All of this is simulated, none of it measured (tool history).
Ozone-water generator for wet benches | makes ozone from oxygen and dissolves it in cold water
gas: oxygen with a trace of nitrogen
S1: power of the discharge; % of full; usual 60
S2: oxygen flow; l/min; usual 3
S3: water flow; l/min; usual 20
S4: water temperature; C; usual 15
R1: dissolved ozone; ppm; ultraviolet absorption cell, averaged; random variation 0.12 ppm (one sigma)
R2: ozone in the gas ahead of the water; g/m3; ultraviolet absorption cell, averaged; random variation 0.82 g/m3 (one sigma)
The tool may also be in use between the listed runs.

{"run": 1, "hour": 0.0, "S1": 60, "S2": 3, "S3": 20, "S4": 15, "R1": 11.2, "R2": 129.6}
{"run": 2, "hour": 25.8, "S1": 60, "S2": 3, "S3": 20, "S4": 15, "R1": 11.1, "R2": 128.1}
{"run": 3, "hour": 50.6, "S1": 59, "S2": 3, "S3": 20, "S4": 15, "R1": 11.1, "R2": 127.8}
{"run": 4, "hour": 70.1, "S1": 60, "S2": 3, "S3": 20, "S4": 15, "R1": 11.1, "R2": 128.3}
{"run": 5, "hour": 92.1, "S1": 60, "S2": 3, "S3": 20, "S4": 7, "R1": 12, "R2": 130.9}
{"run": 6, "hour": 122.5, "S1": 60, "S2": 3, "S3": 20, "S4": 15, "R1": 11.1, "R2": 128.8}
{"run": 7, "hour": 142.9, "S1": 68, "S2": 3, "S3": 20, "S4": 15, "R1": 12.2, "R2": 138.9}
{"run": 8, "hour": 177.8, "S1": 60, "S2": 3.89, "S3": 20, "S4": 15, "R1": 11.9, "R2": 117.1}
{"run": 9, "hour": 208.6, "S1": 60, "S2": 1.7, "S3": 20, "S4": 15, "R1": 9, "R2": 159.8}
{"run": 10, "hour": 252.2, "S1": 60, "S2": 1.7, "S3": 20, "S4": 15, "R1": 9.1, "R2": 160.4}
{"run": 11, "hour": 298.6, "S1": 60, "S2": 3.79, "S3": 24, "S4": 15, "R1": 10.6, "R2": 118.3}
{"run": 12, "hour": 340.5, "S1": 51, "S2": 3, "S3": 16, "S4": 11, "R1": 12.7, "R2": 116.2}
{"run": 13, "hour": 372.0, "S1": 64, "S2": 5.32, "S3": 18, "S4": 13, "R1": 14.8, "R2": 107.8}
{"run": 14, "hour": 408.7, "S1": 64, "S2": 5.32, "S3": 18, "S4": 13, "R1": 14.8, "R2": 107.5}

Run 15 comes next. What will it give?
{"run": 15, "hour": 440.1, "S1": 61, "S2": 1.54, "S3": 13, "S4": 16, "R1": "?", "R2": "?"}

R1: 13.1 ppm
R2: 168.1 g/m3
Without the tool's hidden state the same run would have given R1 13.1 ppm, R2 168.2 g/m3.
